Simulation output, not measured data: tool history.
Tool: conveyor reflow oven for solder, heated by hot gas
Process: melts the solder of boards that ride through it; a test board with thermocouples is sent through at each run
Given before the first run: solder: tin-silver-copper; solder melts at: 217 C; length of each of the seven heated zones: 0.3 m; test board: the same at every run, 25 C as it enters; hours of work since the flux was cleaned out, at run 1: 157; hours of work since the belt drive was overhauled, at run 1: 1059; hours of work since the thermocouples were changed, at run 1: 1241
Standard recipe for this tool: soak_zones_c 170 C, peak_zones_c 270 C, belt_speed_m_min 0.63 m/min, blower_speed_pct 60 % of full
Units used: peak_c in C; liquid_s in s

run,hour,soak_zones_c,peak_zones_c,belt_speed_m_min,blower_speed_pct,hours of work since the flux was cleaned out,hours of work since the belt drive was overhauled,hours of work since the thermocouples were changed,peak_c,liquid_s
1,0,170,270,0.63,60,157,1059,1241,248.3,39.2
2,47.8,170,270,0.63,60,183,1084,1266,248.1,39.8
3,85.3,170,270,0.63,60,203,1104,1286,247.8,39.1
4,119.7,161,270,0.63,60,221,1123,1305,245.9,35.8
5,180.5,160,270,0.63,60,254,1156,1337,245.4,34.4
# hour 194.5: flux residue cleaned out of gas plates and filters
6,227.7,170,270,0.501,60,18,1178,1360,255.6,56.8
7,257.3,170,270,0.571,60,34,1194,1376,252,46.8
# hour 288.5: thermocouples of zones 6 and 7 changed
8,314.2,170,270,0.63,60,63,1224,14,251.6,41.9
9,358.7,170,270,0.63,60,87,1247,38,251.9,40.8
10,401.9,170,260,0.63,60,110,1271,61,242.2,35
11,430.2,170,260,0.63,60,125,1286,76,242.2,35.7
12,476.8,170,270,0.63,74,150,1311,101,254.1,43.5
13,513.1,170,270,0.63,74,170,1330,120,254.5,43.5
14,562.8,170,270,0.63,74,196,1357,147,254,43.1
15,618.5,170,270,0.63,74,226,1387,177,253.5,43.6
# hour 681.1: flux residue cleaned out of gas plates and filters
16,681.1,170,270,0.711,60,0,1418,208,248.2,34
17,736.8,181,270,0.63,60,30,1448,238,252.9,46.3
18,797.8,172,270,0.758,60,63,1480,270,244.7,30.3
19,837.1,164,273,0.532,72,84,1501,292,261,54.7
20,886.7,170,270,0.607,60,110,1528,318,252.2,43.9
21,936.2,170,270,0.607,60,137,1554,345,251.4,43.6
22,981.9,170,270,0.607,60,161,1579,369,251.8,42.9
# hour 1007.9: belt drive overhauled, speed set with a stopwatch
23,1041.7,170,262,0.721,60,191,18,399,238,27
24,1101.9,170,262,0.721,60,224,50,431,237.7,26.2
25,1163,164,275,0.721,60,256,83,464,245.8,30.7

The next listed run, before its measurement:
# hour 1173.6: flux residue cleaned out of gas plates and filters
26,1196.9,164,277,0.721,60,13,99,480,?,?

Run 26 yielded peak_c 250.1 C, liquid_s 32.7 s.
Minus the tool's unlogged condition, the same run would have read peak_c 251.7 C, liquid_s 33.5 s.

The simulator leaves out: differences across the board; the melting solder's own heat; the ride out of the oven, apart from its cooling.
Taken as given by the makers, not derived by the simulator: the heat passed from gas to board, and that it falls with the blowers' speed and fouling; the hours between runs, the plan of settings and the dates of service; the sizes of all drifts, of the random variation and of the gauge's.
